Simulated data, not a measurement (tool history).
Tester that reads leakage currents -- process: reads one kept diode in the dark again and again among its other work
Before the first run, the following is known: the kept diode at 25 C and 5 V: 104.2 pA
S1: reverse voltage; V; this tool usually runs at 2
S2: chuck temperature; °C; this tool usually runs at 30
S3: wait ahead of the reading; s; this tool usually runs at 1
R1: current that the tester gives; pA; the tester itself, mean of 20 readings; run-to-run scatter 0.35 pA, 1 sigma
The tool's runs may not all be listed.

{"run": 1, "hour": 0.0, "S1": 2, "S2": 30, "S3": 1, "R1": 116.62}
{"run": 2, "hour": 148.5, "S1": 2, "S2": 30, "S3": 5.61, "R1": 114.88}
{"run": 3, "hour": 274.1, "S1": 2, "S2": 30, "S3": 1.04, "R1": 114.68}
{"run": 4, "hour": 396.6, "S1": 2, "S2": 30, "S3": 1.04, "R1": 114.25}
{"run": 5, "hour": 622.4, "S1": 1.25, "S2": 30, "S3": 1, "R1": 96.04}
{"run": 6, "hour": 741.8, "S1": 1.25, "S2": 30, "S3": 1, "R1": 95.56}
{"hour": 836.0, "done": "chuck's temperature calibrated"}
{"run": 7, "hour": 850.3, "S1": 2.04, "S2": 35, "S3": 0.97, "R1": 181.83}
{"run": 8, "hour": 1054.5, "S1": 2.04, "S2": 35, "S3": 0.97, "R1": 179.41}
{"hour": 1075.7, "done": "probe card cleaned and baked"}
{"run": 9, "hour": 1169.5, "S1": 1.44, "S2": 35, "S3": 0.97, "R1": 158.9}
{"run": 10, "hour": 1309.9, "S1": 5.24, "S2": 35, "S3": 0.97, "R1": 250.95}
{"run": 11, "hour": 1442.4, "S1": 8.73, "S2": 49, "S3": 7.36, "R1": 888.44}
{"run": 12, "hour": 1574.6, "S1": 8.73, "S2": 49, "S3": 7.36, "R1": 882.35}

Each row is a separate what-if for the run after 12, all from the same tool condition, not one after another. Results?
{"run": "A", "hour": 1723.8, "S1": 2.85, "S2": 40, "S3": 7.36, "R1": "?"}
{"run": "B", "hour": 1723.8, "S1": 1.76, "S2": 25, "S3": 0.48, "R1": "?"}
{"run": "C", "hour": 1723.8, "S1": 6.06, "S2": 56, "S3": 1.03, "R1": "?"}

run=A R1=294.04
run=B R1=72.64
run=C R1=1281.73
Without the tool's hidden state the same runs would have given:
run=A R1=298.7
run=B R1=72.9
run=C R1=1304.73
